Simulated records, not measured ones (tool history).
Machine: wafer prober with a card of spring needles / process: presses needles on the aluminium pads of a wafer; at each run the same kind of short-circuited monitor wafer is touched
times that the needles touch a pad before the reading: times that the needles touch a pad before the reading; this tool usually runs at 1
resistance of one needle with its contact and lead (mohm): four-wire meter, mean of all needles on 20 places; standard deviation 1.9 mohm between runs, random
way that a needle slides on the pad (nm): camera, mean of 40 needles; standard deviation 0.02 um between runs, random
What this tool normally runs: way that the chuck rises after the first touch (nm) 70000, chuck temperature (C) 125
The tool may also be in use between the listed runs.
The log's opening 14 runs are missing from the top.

run   hour  way that the chuck rises after the first touch (nm)  chuck temperature (C)  times that the needles touch a pad before the reading  resistance of one needle with its contact and lead (mohm)  way that a needle slides on the pad (nm)
     113.9  -- tips cleaned on abrasive film
 15    124                                                70000                     74                                                      1                                                        238                                     12020
 16  133.5                                                70000                     56                                                      1                                                        254                                     12000
     142.1  -- tips cleaned on abrasive film
 17  143.2                                                70000                     56                                                      2                                                        199                                     11980
 18  154.8                                                70000                    125                                                      1                                                        252                                     11980
 19  162.2                                                72000                     61                                                      3                                                        217                                     12360
     170.6  -- tips cleaned on abrasive film
 20  173.9                                                77000                     86                                                      3                                                        201                                     13190
 21  180.6                                                77000                     86                                                      2                                                        214                                     13200
 22  188.2                                                75000                     33                                                      1                                                        241                                     12830
 23  198.1                                                75000                     33                                                      1                                                        255                                     12820
     199.1  -- tips cleaned on abrasive film
 24  203.6                                                90000                     39                                                      3                                                        196                                     15430
 25  210.6                                                80000                     48                                                      2                                                        212                                     13730
 26  216.5                                                85000                     44                                                      2                                                        215                                     14610
 27  222.9                                                85000                     44                                                      2                                                        220                                     14530
     227.3  -- tips cleaned on abrasive film
 28  229.9                                                70000                     34                                                      3                                                        196                                     11980
 29    239                                                70000                    125                                                      2                                                        233                                     11970
 30  244.4                                                50000                     34                                                      2                                                        259                                      8510
 31  251.2                                                50000                     34                                                      2                                                        271                                      8470
     255.2  -- tips cleaned on abrasive film
 32  257.7                                                55000                     28                                                      1                                                        216                                      9310
 33  265.2                                                55000                     65                                                      1                                                        255                                      9390
 34  274.4                                                83000                     65                                                      1                                                        240                                     14200
 35  280.1                                                83000                     65                                                      1                                                        247                                     14150

Predict each of these 4 candidate next runs independently; none follows another, all start after run 35:
     283.2  -- tips cleaned on abrasive film
  A  289.8                                                70000                    125                                                      1                                                          ?                                         ?
     283.2  -- tips cleaned on abrasive film
  B  289.8                                                84000                     50                                                      1                                                          ?                                         ?
     283.2  -- tips cleaned on abrasive film
  C  289.8                                                70000                     88                                                      2                                                          ?                                         ?
     283.2  -- tips cleaned on abrasive film
  D  289.8                                                70000                     74                                                      1                                                          ?                                         ?

run  resistance of one needle with its contact and lead (mohm)  way that a needle slides on the pad (nm)
  A                                                        237                                     11920
  B                                                        212                                     14400
  C                                                        216                                     11920
  D                                                        225                                     11920
With no hidden state in the tool, these same runs would have given:
run  resistance of one needle with its contact and lead (mohm)  way that a needle slides on the pad (nm)
  A                                                        211                                     12070
  B                                                        190                                     14550
  C                                                        200                                     12070
  D                                                        196                                     12070
